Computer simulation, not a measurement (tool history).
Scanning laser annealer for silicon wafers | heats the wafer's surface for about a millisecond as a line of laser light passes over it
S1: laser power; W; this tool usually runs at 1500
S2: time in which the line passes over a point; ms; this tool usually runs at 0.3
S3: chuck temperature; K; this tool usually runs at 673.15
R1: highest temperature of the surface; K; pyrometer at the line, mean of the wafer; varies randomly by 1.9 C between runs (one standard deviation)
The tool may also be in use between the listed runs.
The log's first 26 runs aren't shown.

run 27 hour=238.7 | S1=1500 S2=0.256 S3=673.15 | R1=1432.15
run 28 hour=244.2 | S1=1615 S2=0.3 S3=698.15 | R1=1583.15
run 29 hour=250 | S1=1487 S2=0.24 S3=679.15 | R1=1413.15
run 30 hour=256.8 | S1=1487 S2=0.24 S3=679.15 | R1=1411.15
run 31 hour=267.9 | S1=1321 S2=0.24 S3=693.15 | R1=1338.15
run 32 hour=278.1 | S1=1626 S2=0.337 S3=693.15 | R1=1628.15
run 33 hour=288.7 | S1=1500 S2=0.229 S3=697.15 | R1=1418.15
run 34 hour=299.7 | S1=1500 S2=0.229 S3=697.15 | R1=1418.15
run 35 hour=307.3 | S1=1500 S2=0.229 S3=673.15 | R1=1397.15
run 36 hour=318.4 | S1=1415 S2=0.278 S3=634.15 | R1=1381.15
run 37 hour=326.9 | S1=1415 S2=0.278 S3=634.15 | R1=1378.15
run 38 hour=339.7 | S1=1415 S2=0.278 S3=634.15 | R1=1377.15
run 39 hour=345.9 | S1=1415 S2=0.278 S3=634.15 | R1=1379.15
run 40 hour=357.1 | S1=1500 S2=0.229 S3=673.15 | R1=1396.15

4 options for the next run, each taken on its own from the tool as it stands now. Forecast them:
run A hour=368.3 | S1=1500 S2=0.219 S3=673.15 | R1=?
run B hour=368.3 | S1=1507 S2=0.341 S3=664.15 | R1=?
run C hour=368.3 | S1=1606 S2=0.316 S3=668.15 | R1=?
run D hour=368.3 | S1=1535 S2=0.29 S3=701.15 | R1=?

run=A R1=1382.15
run=B R1=1537.15
run=C R1=1560.15
run=D R1=1523.15
With the hidden condition removed and each run's random variation left untouched, the same runs would have given:
run=A R1=1382.15
run=B R1=1537.15
run=C R1=1561.15
run=D R1=1524.15
